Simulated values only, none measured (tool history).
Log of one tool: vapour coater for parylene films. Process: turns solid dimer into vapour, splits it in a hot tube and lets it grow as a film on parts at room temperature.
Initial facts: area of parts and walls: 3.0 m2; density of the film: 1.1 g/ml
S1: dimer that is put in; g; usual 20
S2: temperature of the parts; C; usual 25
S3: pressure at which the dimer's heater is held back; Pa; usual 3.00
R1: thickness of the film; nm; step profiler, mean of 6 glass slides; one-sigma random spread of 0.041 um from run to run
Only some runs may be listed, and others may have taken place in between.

{"run": 1, "hour": 0.0, "S1": 20, "S2": 25, "S3": 3.0, "R1": 4330}
{"run": 2, "hour": 66.1, "S1": 20, "S2": 25, "S3": 3.0, "R1": 4290}
{"run": 3, "hour": 102.0, "S1": 20, "S2": 25, "S3": 3.0, "R1": 4290}
{"run": 4, "hour": 131.8, "S1": 20, "S2": 25, "S3": 3.0, "R1": 4330}
{"run": 5, "hour": 164.1, "S1": 20, "S2": 25, "S3": 3.0, "R1": 4250}
{"run": 6, "hour": 220.6, "S1": 20, "S2": 25, "S3": 3.0, "R1": 4190}
{"run": 7, "hour": 291.4, "S1": 20, "S2": 25, "S3": 3.0, "R1": 4210}
{"run": 8, "hour": 342.3, "S1": 20, "S2": 25, "S3": 3.0, "R1": 4080}
{"run": 9, "hour": 405.2, "S1": 20, "S2": 25, "S3": 3.0, "R1": 4110}
{"run": 10, "hour": 463.8, "S1": 20, "S2": 25, "S3": 3.0, "R1": 3970}
{"run": 11, "hour": 518.7, "S1": 20, "S2": 25, "S3": 3.0, "R1": 4000}
{"run": 12, "hour": 571.5, "S1": 20, "S2": 25, "S3": 3.0, "R1": 3990}
{"run": 13, "hour": 621.7, "S1": 20, "S2": 25, "S3": 3.0, "R1": 3880}
{"run": 14, "hour": 664.2, "S1": 20, "S2": 25, "S3": 3.0, "R1": 3830}
{"run": 15, "hour": 704.5, "S1": 20, "S2": 25, "S3": 3.0, "R1": 3800}
{"hour": 732.9, "done": "trap's valve overhauled"}
{"run": 16, "hour": 769.6, "S1": 20, "S2": 25, "S3": 3.0, "R1": 4170}
{"run": 17, "hour": 804.0, "S1": 20, "S2": 25, "S3": 3.0, "R1": 4230}
{"run": 18, "hour": 851.2, "S1": 20, "S2": 33, "S3": 3.0, "R1": 2790}
{"hour": 878.3, "done": "table's thermometer calibrated"}
{"run": 19, "hour": 916.8, "S1": 20, "S2": 33, "S3": 3.0, "R1": 2750}
{"run": 20, "hour": 976.1, "S1": 20, "S2": 31, "S3": 3.0, "R1": 2900}
{"run": 21, "hour": 1011.1, "S1": 20, "S2": 31, "S3": 3.0, "R1": 3020}
{"run": 22, "hour": 1054.6, "S1": 20, "S2": 31, "S3": 3.0, "R1": 2960}
{"run": 23, "hour": 1120.9, "S1": 20, "S2": 31, "S3": 3.0, "R1": 2920}
{"run": 24, "hour": 1156.6, "S1": 20, "S2": 25, "S3": 7.31, "R1": 3420}
{"run": 25, "hour": 1217.0, "S1": 13, "S2": 19, "S3": 9.15, "R1": 2830}
{"run": 26, "hour": 1249.2, "S1": 19, "S2": 29, "S3": 3.0, "R1": 2970}
{"hour": 1289.2, "done": "table's thermometer calibrated, once more"}
{"run": 27, "hour": 1319.2, "S1": 20, "S2": 20, "S3": 9.37, "R1": 4490}
{"run": 28, "hour": 1389.5, "S1": 10, "S2": 19, "S3": 3.0, "R1": 2740}
{"run": 29, "hour": 1459.7, "S1": 10, "S2": 19, "S3": 3.0, "R1": 2640}
{"run": 30, "hour": 1499.4, "S1": 8, "S2": 25, "S3": 4.31, "R1": 1480}
{"hour": 1508.8, "done": "trap's valve overhauled"}
{"run": 31, "hour": 1574.1, "S1": 8, "S2": 25, "S3": 4.31, "R1": 1650}
{"run": 32, "hour": 1611.9, "S1": 8, "S2": 25, "S3": 4.31, "R1": 1650}
{"run": 33, "hour": 1658.7, "S1": 8, "S2": 25, "S3": 4.31, "R1": 1610}
{"run": 34, "hour": 1709.2, "S1": 20, "S2": 26, "S3": 3.29, "R1": 4050}
{"run": 35, "hour": 1767.1, "S1": 17, "S2": 23, "S3": 5.09, "R1": 3690}
{"run": 36, "hour": 1797.9, "S1": 8, "S2": 35, "S3": 4.98, "R1": 970}
{"run": 37, "hour": 1856.6, "S1": 20, "S2": 19, "S3": 3.84, "R1": 5360}
{"run": 38, "hour": 1893.9, "S1": 27, "S2": 25, "S3": 6.17, "R1": 5090}
{"run": 39, "hour": 1946.5, "S1": 20, "S2": 25, "S3": 2.11, "R1": 4320}
{"run": 40, "hour": 1990.1, "S1": 27, "S2": 26, "S3": 2.46, "R1": 5380}
{"run": 41, "hour": 2042.5, "S1": 27, "S2": 26, "S3": 2.46, "R1": 5390}
{"run": 42, "hour": 2083.2, "S1": 12, "S2": 33, "S3": 6.09, "R1": 1450}
{"run": 43, "hour": 2145.6, "S1": 21, "S2": 22, "S3": 2.23, "R1": 5050}
{"run": 44, "hour": 2212.3, "S1": 9, "S2": 18, "S3": 2.97, "R1": 2470}
{"run": 45, "hour": 2254.2, "S1": 26, "S2": 33, "S3": 5.54, "R1": 3140}
{"hour": 2284.5, "done": "trap's valve overhauled"}
{"run": 46, "hour": 2324.5, "S1": 21, "S2": 17, "S3": 3.0, "R1": 6140}
{"run": 47, "hour": 2391.2, "S1": 21, "S2": 17, "S3": 3.0, "R1": 6140}

Each row is a separate what-if for the run after 47, all from the same tool condition, not one after another. Results?
{"run": "A", "hour": 2454.0, "S1": 11, "S2": 17, "S3": 3.0, "R1": "?"}
{"run": "B", "hour": 2454.0, "S1": 21, "S2": 22, "S3": 3.0, "R1": "?"}
{"run": "C", "hour": 2454.0, "S1": 21, "S2": 17, "S3": 6.87, "R1": "?"}

run=A R1=3230
run=B R1=4980
run=C R1=5690
What these runs would have given with no unlogged condition in the tool:
run=A R1=3300
run=B R1=5370
run=C R1=6130
